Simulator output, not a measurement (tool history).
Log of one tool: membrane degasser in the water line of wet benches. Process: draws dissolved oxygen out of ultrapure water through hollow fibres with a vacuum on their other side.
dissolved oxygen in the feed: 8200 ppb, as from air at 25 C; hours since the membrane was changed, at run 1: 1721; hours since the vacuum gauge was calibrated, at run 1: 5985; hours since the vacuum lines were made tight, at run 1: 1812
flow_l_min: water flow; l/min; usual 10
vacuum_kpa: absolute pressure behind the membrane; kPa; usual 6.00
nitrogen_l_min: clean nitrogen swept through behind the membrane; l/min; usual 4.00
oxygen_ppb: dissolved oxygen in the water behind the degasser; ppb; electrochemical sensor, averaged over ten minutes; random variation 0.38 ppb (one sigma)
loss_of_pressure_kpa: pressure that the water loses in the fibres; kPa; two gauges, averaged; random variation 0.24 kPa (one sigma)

run	day	flow_l_min	vacuum_kpa	nitrogen_l_min	hours since the membrane was changed	hours since the vacuum gauge was calibrated	hours since the vacuum lines were made tight	oxygen_ppb	loss_of_pressure_kpa
1	0.000	10	6.00	4.00	1721	5985	1812	24.5	61.07
2	1.162	10	6.00	4.00	1749	6013	1840	24.4	61.39
3	2.871	12	6.00	4.00	1790	6054	1881	36.5	73.16
4	4.529	12	6.00	4.00	1830	6094	1920	36.3	73.62
5	5.767	12	6.00	4.00	1859	6124	1950	35.9	73.72
6	8.433	10	6.00	4.00	1923	6188	2014	24.3	60.73
7	9.788	10	6.00	4.00	1956	6220	2047	24.1	61.01
8	11.071	10	6.00	4.00	1987	6251	2077	24.2	60.93
9	12.846	10	6.00	4.00	2029	6294	2120	24.5	60.81
10	15.375	7	6.00	4.00	2090	6354	2181	13.1	43.00
11	17.629	7	6.00	4.00	2144	6408	2235	13.3	42.77
12	19.804	7	6.00	4.00	2196	6461	2287	13.5	42.29
13	22.600	7	6.00	4.00	2263	6528	2354	13.3	42.28
14	24.742	15	6.00	4.00	2315	6579	2405	64.0	91.50
15	26.192	10	8.15	4.00	2350	6614	2440	38.3	60.82
16	27.483	10	6.00	4.00	2381	6645	2471	24.5	61.08
17	29.796	10	6.00	4.00	2436	6700	2527	24.0	60.57
18	31.483	10	4.24	4.84	2477	6741	2567	12.8	60.97
19	33.517	14	4.24	4.84	2525	6790	2616	36.4	85.43
20	36.017	12	13.94	6.06	2585	6850	2676	67.8	73.44
21	38.342	12	13.94	6.06	2641	6905	2732	67.3	73.27
22	39.796	12	13.94	6.06	2676	6940	2767	68.3	73.57
23	41.008	10	6.00	5.03	2705	6969	2796	20.8	60.83
24	43.258	16	3.95	2.19	2759	7023	2850	60.0	97.99
25	45.967	10	6.00	4.73	2824	7088	2915	21.6	60.83
26	48.696	13	13.91	4.26	2890	7154	2980	99.5	79.43
# day 49.821: vacuum gauge calibrated
27	50.058	9	5.27	4.06	2922	6	3013	15.0	55.07
28	51.438	10	10.01	7.31	2955	39	3046	30.0	61.44
29	53.071	10	10.01	7.31	2994	78	3085	29.9	60.80
30	54.558	10	10.01	7.31	3030	114	3121	30.1	60.92
31	56.712	10	6.00	1.67	3082	165	3172	46.6	61.07

4 ways to go on from here, each from the tool as it stands after run 31. What would each give?
A	59.108	7	4.95	4.00	3139	223	3230	?	?
B	59.108	13	4.14	2.16	3139	223	3230	?	?
C	59.108	13	7.35	5.13	3139	223	3230	?	?
D	59.108	7	6.00	10.98	3139	223	3230	?	?

run	oxygen_ppb	loss_of_pressure_kpa
A	9.0	42.79
B	35.5	79.65
C	46.3	78.76
D	5.8	42.57
Without the tool's hidden state the same runs would have given:
run	oxygen_ppb	loss_of_pressure_kpa
A	9.0	42.77
B	35.4	79.60
C	46.3	78.71
D	5.8	42.55

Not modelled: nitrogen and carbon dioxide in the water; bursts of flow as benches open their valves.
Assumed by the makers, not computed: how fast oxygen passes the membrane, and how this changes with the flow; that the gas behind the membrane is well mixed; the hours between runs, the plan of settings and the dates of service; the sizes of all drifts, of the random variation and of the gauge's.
